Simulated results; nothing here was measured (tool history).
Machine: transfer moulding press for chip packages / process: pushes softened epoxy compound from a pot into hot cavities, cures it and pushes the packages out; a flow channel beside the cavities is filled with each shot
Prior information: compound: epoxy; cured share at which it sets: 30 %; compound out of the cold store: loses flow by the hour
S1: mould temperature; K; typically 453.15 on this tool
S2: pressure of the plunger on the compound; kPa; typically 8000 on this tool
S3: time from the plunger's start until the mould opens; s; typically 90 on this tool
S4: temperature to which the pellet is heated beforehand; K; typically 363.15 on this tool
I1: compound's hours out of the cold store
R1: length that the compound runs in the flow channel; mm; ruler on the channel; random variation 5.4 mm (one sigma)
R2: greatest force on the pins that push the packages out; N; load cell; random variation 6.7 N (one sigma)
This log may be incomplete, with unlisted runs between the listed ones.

| run | hour | S1 | S2 | S3 | S4 | I1 | R1 | R2 |
|---|---|---|---|---|---|---|---|---|
| 1 | 0 | 453.15 | 8000 | 90 | 363.15 | 35.6 | 503 | 381 |
|  | 4.7 | plunger's sealing rings changed |
|  | 9.4 | cavities cleaned with cleaning compound and waxed |
| 2 | 16.4 | 453.15 | 8000 | 90 | 363.15 | 46.1 | 515 | 283 |
| 3 | 25.9 | 453.15 | 8000 | 90 | 363.15 | 11 | 659 | 315 |
| 4 | 44.2 | 454.15 | 8000 | 90 | 363.15 | 37.6 | 543 | 336 |
| 5 | 54.8 | 454.15 | 8000 | 90 | 363.15 | 10.8 | 648 | 378 |
|  | 67.6 | cavities cleaned with cleaning compound and waxed |
| 6 | 73.5 | 454.15 | 8000 | 90 | 363.15 | 20.5 | 601 | 293 |
| 7 | 85.4 | 454.15 | 8000 | 90 | 363.15 | 39.4 | 517 | 294 |
| 8 | 98.8 | 453.15 | 8000 | 90 | 363.15 | 38.3 | 539 | 330 |
| 9 | 114.7 | 453.15 | 8000 | 90 | 363.15 | 11 | 637 | 388 |
|  | 125 | cavities cleaned with cleaning compound and waxed |
| 10 | 126.7 | 453.15 | 8000 | 90 | 363.15 | 44.8 | 503 | 272 |
| 11 | 137.6 | 453.15 | 7460 | 90 | 363.15 | 46.2 | 480 | 290 |
| 12 | 147.8 | 453.15 | 7460 | 90 | 363.15 | 36.6 | 515 | 311 |
| 13 | 160.9 | 453.15 | 8000 | 90 | 363.15 | 22.5 | 596 | 363 |
| 14 | 179.8 | 453.15 | 8000 | 90 | 363.15 | 27.9 | 575 | 379 |
|  | 182.7 | cavities cleaned with cleaning compound and waxed |
| 15 | 192 | 453.15 | 8000 | 90 | 363.15 | 11.5 | 633 | 307 |
|  | 195.7 | mould's thermocouples calibrated |
| 16 | 209.3 | 453.15 | 8000 | 90 | 363.15 | 22.2 | 581 | 312 |
| 17 | 221.8 | 453.15 | 8000 | 90 | 371.15 | 34.9 | 537 | 325 |
|  | 234.8 | mould's thermocouples calibrated, once more |
|  | 243.9 | cavities cleaned with cleaning compound and waxed |
| 18 | 244.1 | 453.15 | 7240 | 91 | 371.15 | 40.1 | 493 | 264 |
| 19 | 259.8 | 456.15 | 7560 | 126 | 372.15 | 14.2 | 601 | 261 |
| 20 | 268.3 | 446.15 | 7510 | 84 | 363.15 | 20.3 | 570 | 600 |
| 21 | 285.4 | 453.15 | 8000 | 90 | 371.15 | 36 | 520 | 361 |
| 22 | 298.6 | 452.15 | 6540 | 98 | 363.15 | 45.9 | 438 | 368 |
|  | 301.4 | cavities cleaned with cleaning compound and waxed |
| 23 | 315.3 | 453.15 | 6250 | 116 | 363.15 | 22.8 | 503 | 267 |
| 24 | 332.2 | 456.15 | 8000 | 78 | 368.15 | 42.2 | 490 | 364 |
| 25 | 347.3 | 456.15 | 8000 | 78 | 368.15 | 25.5 | 554 | 405 |
|  | 359.6 | cavities cleaned with cleaning compound and waxed |
| 26 | 361.7 | 458.15 | 8320 | 80 | 363.15 | 8.5 | 628 | 287 |
| 27 | 372.9 | 458.15 | 8480 | 80 | 363.15 | 41.6 | 501 | 306 |
| 28 | 390.6 | 458.15 | 8480 | 80 | 363.15 | 9.3 | 638 | 346 |

Forecast each of these 4 alternatives for the next run:
| A | 400.4 | 459.15 | 8480 | 80 | 363.15 | 16.7 | ? | ? |
| B | 400.4 | 454.15 | 8480 | 80 | 363.15 | 41.3 | ? | ? |
| C | 400.4 | 457.15 | 6710 | 80 | 356.15 | 19.4 | ? | ? |
| D | 400.4 | 458.15 | 9220 | 80 | 358.15 | 34.4 | ? | ? |

| run | R1 | R2 |
|---|---|---|
| A | 600 | 342 |
| B | 500 | 431 |
| C | 530 | 377 |
| D | 553 | 351 |
What these runs would have given with no unlogged condition in the tool:
| run | R1 | R2 |
|---|---|---|
| A | 646 | 250 |
| B | 538 | 319 |
| C | 570 | 276 |
| D | 595 | 257 |

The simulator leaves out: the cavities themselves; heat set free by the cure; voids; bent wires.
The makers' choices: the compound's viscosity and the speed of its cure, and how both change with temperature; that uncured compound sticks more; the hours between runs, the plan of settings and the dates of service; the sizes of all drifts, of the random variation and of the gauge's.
